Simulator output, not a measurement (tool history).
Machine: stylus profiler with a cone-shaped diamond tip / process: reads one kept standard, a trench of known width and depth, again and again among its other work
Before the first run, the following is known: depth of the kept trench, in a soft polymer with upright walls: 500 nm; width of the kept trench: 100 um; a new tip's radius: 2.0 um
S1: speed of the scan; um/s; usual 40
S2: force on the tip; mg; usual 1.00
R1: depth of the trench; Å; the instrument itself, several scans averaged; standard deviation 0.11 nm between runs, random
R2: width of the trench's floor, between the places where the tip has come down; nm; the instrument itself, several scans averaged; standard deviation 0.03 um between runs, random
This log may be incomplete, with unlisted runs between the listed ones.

run 1 hour=0.0 | S1=40 S2=1.00 | R1=5010.7 R2=96330
run 2 hour=37.9 | S1=40 S2=1.00 | R1=5010.5 R2=96330
run 3 hour=67.9 | S1=40 S2=1.00 | R1=5011.9 R2=96370
run 4 hour=93.3 | S1=40 S2=0.42 | R1=4997.5 R2=96110
run 5 hour=127.4 | S1=89 S2=1.00 | R1=5011.3 R2=95910
run 6 hour=157.1 | S1=89 S2=1.00 | R1=5008.2 R2=95880
run 7 hour=200.7 | S1=89 S2=1.00 | R1=5009.5 R2=95850
run 8 hour=245.9 | S1=89 S2=1.00 | R1=5010.5 R2=95830
run 9 hour=295.7 | S1=89 S2=1.00 | R1=5009.5 R2=95800
run 10 hour=342.1 | S1=117 S2=2.47 | R1=5032.7 R2=95950
run 11 hour=364.0 | S1=15 S2=0.84 | R1=5005.3 R2=96430
run 12 hour=411.3 | S1=36 S2=0.84 | R1=5002.0 R2=96230
run 13 hour=444.8 | S1=36 S2=0.84 | R1=5005.1 R2=96230

Run 14 has not been measured yet. What should we expect?
run 14 hour=484.4 | S1=36 S2=0.84 | R1=? R2=?

{"run 14": {"R1": 5003.6, "R2": 96260}}
Without the tool's hidden state the same run would have given R1 5027.1 Å, R2 97070 nm.
